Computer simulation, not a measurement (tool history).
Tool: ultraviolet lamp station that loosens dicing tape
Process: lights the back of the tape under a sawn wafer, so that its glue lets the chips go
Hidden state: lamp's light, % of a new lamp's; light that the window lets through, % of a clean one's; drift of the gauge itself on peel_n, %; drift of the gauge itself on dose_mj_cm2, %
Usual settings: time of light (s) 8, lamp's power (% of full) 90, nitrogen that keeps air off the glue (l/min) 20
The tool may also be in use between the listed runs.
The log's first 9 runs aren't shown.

| run | day | time of light (s) | lamp's power (% of full) | nitrogen that keeps air off the glue (l/min) | hours of work of the lamp | hours of work since the window was cleaned | force that peels the tape off (N) | light that reached the tape (mJ/cm2) |
|---|---|---|---|---|---|---|---|---|
| 10 | 4.358 | 6 | 90 | 20 | 383 | 663 | 1.654 | 216 |
| 11 | 4.962 | 6 | 90 | 20 | 394 | 673 | 1.631 | 213 |
| 12 | 5.254 | 8 | 63 | 20 | 399 | 678 | 1.789 | 203 |
| 13 | 5.762 | 8 | 63 | 20 | 408 | 687 | 1.828 | 200 |
|  | 6.325 | window cleaned of glue's vapour |
| 14 | 6.325 | 8 | 63 | 20 | 418 | 0 | 1.395 | 231 |
| 15 | 6.992 | 8 | 80 | 20 | 430 | 12 | 0.846 | 293 |
| 16 | 7.358 | 8 | 80 | 20 | 436 | 18 | 0.873 | 286 |
| 17 | 7.879 | 7 | 93 | 11 | 445 | 27 | 1.399 | 290 |
| 18 | 8.558 | 13 | 86 | 11 | 457 | 39 | 0.383 | 502 |
| 19 | 8.929 | 13 | 86 | 11 | 464 | 46 | 0.376 | 499 |
| 20 | 9.6 | 8 | 73 | 30 | 476 | 58 | 0.854 | 256 |
| 21 | 9.883 | 8 | 61 | 11 | 481 | 63 | 2.373 | 217 |
| 22 | 10.258 | 12 | 65 | 6 | 487 | 70 | 1.617 | 341 |
| 23 | 10.783 | 4 | 69 | 32 | 497 | 79 | 3.137 | 122 |
| 24 | 11.367 | 8 | 67 | 37 | 507 | 89 | 0.96 | 226 |
| 25 | 12.042 | 8 | 81 | 14 | 519 | 101 | 1.293 | 283 |
| 26 | 12.504 | 8 | 81 | 14 | 527 | 109 | 1.281 | 280 |
| 27 | 12.904 | 8 | 81 | 14 | 534 | 116 | 1.313 | 278 |
| 28 | 13.512 | 8 | 81 | 14 | 545 | 127 | 1.297 | 272 |
| 29 | 13.867 | 10 | 100 | 31 | 551 | 133 | 0.221 | 426 |
| 30 | 14.321 | 7 | 61 | 20 | 559 | 141 | 2.241 | 180 |

5 ways to go on from here, each from the tool as it stands after run 30. What would each give?
| A | 14.875 | 5 | 74 | 12 | 569 | 151 | ? | ? |
| B | 14.875 | 7 | 61 | 14 | 569 | 151 | ? | ? |
| C | 14.875 | 5 | 90 | 29 | 569 | 151 | ? | ? |
| D | 14.875 | 7 | 61 | 19 | 569 | 151 | ? | ? |
| E | 14.875 | 6 | 88 | 11 | 569 | 151 | ? | ? |

| run | force that peels the tape off (N) | light that reached the tape (mJ/cm2) |
|---|---|---|
| A | 3.374 | 155 |
| B | 2.77 | 181 |
| C | 1.654 | 186 |
| D | 2.29 | 178 |
| E | 2.185 | 221 |
Without the tool's hidden state the same runs would have given:
| run | force that peels the tape off (N) | light that reached the tape (mJ/cm2) |
|---|---|---|
| A | 2.489 | 198 |
| B | 1.914 | 229 |
| C | 1.016 | 237 |
| D | 1.52 | 227 |
| E | 1.45 | 281 |
